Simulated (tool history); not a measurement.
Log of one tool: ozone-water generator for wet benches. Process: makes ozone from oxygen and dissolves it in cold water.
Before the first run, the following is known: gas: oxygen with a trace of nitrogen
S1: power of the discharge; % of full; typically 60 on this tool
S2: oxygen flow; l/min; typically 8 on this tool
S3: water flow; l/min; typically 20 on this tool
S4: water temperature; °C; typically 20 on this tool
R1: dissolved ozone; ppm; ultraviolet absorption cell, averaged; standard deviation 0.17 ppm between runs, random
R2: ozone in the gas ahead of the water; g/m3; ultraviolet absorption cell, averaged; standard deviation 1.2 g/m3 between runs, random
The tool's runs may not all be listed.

| run | hour | S1 | S2 | S3 | S4 | R1 | R2 |
|---|---|---|---|---|---|---|---|
| 1 | 0 | 60 | 8 | 20 | 20 | 23.9 | 221.3 |
| 2 | 37.8 | 60 | 8 | 20 | 20 | 23.9 | 221.9 |
| 3 | 72.4 | 60 | 8 | 20 | 20 | 23.8 | 223.4 |
| 4 | 107.6 | 60 | 8 | 20 | 20 | 23.6 | 221.8 |
| 5 | 128 | 60 | 8 | 20 | 20 | 24.1 | 220 |
| 6 | 165.6 | 79 | 8 | 20 | 20 | 29.6 | 277.5 |
| 7 | 189.9 | 79 | 8 | 20 | 20 | 29.9 | 279.4 |
| 8 | 226.3 | 79 | 8 | 20 | 20 | 29.6 | 278.9 |
| 9 | 257.5 | 79 | 8 | 20 | 20 | 29.1 | 279.5 |
| 10 | 287.6 | 79 | 8 | 20 | 20 | 29.7 | 279.8 |
| 11 | 322.5 | 70 | 8 | 20 | 20 | 26.9 | 256.2 |
| 12 | 348.5 | 70 | 8 | 20 | 20 | 26.5 | 254.1 |
| 13 | 384.4 | 70 | 8 | 20 | 20 | 26.4 | 255.7 |
| 14 | 404 | 70 | 8 | 20 | 20 | 26.7 | 255.5 |
| 15 | 422.4 | 60 | 8 | 20 | 20 | 23.6 | 224.6 |
| 16 | 440.1 | 60 | 8 | 20 | 20 | 23.6 | 226.5 |
| 17 | 463.4 | 60 | 8 | 26 | 20 | 19.2 | 224.1 |
| 18 | 492.6 | 60 | 8 | 26 | 20 | 19.1 | 226.3 |
| 19 | 514.4 | 60 | 4.26 | 14 | 20 | 34.9 | 339.3 |
| 20 | 536.7 | 42 | 9.1 | 20 | 20 | 17.3 | 156.6 |
| 21 | 565.7 | 42 | 9.1 | 20 | 20 | 17.5 | 158 |
|  | 584.2 | gauge calibrated |
| 22 | 602.8 | 60 | 8 | 25 | 14 | 21.8 | 222.2 |
| 23 | 620.2 | 81 | 12.67 | 29 | 13 | 23.2 | 210.1 |
| 24 | 641.2 | 81 | 12.67 | 29 | 13 | 23.4 | 209 |
| 25 | 667.6 | 60 | 8 | 25 | 20 | 19.7 | 224.2 |
| 26 | 694.2 | 60 | 8 | 25 | 20 | 20 | 221 |
| 27 | 721.6 | 67 | 6.71 | 14 | 16 | 37.7 | 271.5 |
| 28 | 752.9 | 67 | 6.71 | 14 | 16 | 37.7 | 272.2 |
| 29 | 789.5 | 92 | 9.87 | 25 | 20 | 26.7 | 273.2 |
| 30 | 821.6 | 60 | 8 | 20 | 25 | 21.7 | 225.2 |
| 31 | 846 | 60 | 8 | 18 | 20 | 25.8 | 223.3 |
| 32 | 879.8 | 65 | 8 | 20 | 13 | 28.6 | 242 |
| 33 | 900.1 | 65 | 6.59 | 15 | 16 | 35.2 | 271.2 |
| 34 | 935.8 | 56 | 12.85 | 15 | 16 | 25.9 | 157.6 |

Selected run-to-run steps in R2, each split into two signed amounts: the part the tool would show with no hidden state at all (from settings, incoming material and random variation), and the remainder, which goes to the hidden state together with any gauge scatter not common to the measured and the hidden-state-free results:
Unlogged tool condition in this case: yield of the discharge, % of new electrodes'; contactor's efficiency, % of a clean one's; true water temperature over the reading, C; drift of the gauge itself on ozone_ppm, %; drift of the gauge itself on gas_g_m3, %.
Run 18 -> 19: S2 8 -> 4.26, S3 26 -> 14. R2 +113 g/m3: hidden state +3, all else +110.
Run 19 -> 20: S1 60 -> 42, S2 4.26 -> 9.1, S3 14 -> 20. R2 -182.7 g/m3: hidden state -4.3, all else -178.4.
Run 21 -> 22: S1 42 -> 60, S2 9.1 -> 8, S3 20 -> 25, S4 20 -> 14, gauge calibrated. R2 +64.2 g/m3: hidden state -4.1, all else +68.3.
Run 33 -> 34: S1 65 -> 56, S2 6.59 -> 12.85. R2 -113.6 g/m3: hidden state -1.4, all else -112.2.

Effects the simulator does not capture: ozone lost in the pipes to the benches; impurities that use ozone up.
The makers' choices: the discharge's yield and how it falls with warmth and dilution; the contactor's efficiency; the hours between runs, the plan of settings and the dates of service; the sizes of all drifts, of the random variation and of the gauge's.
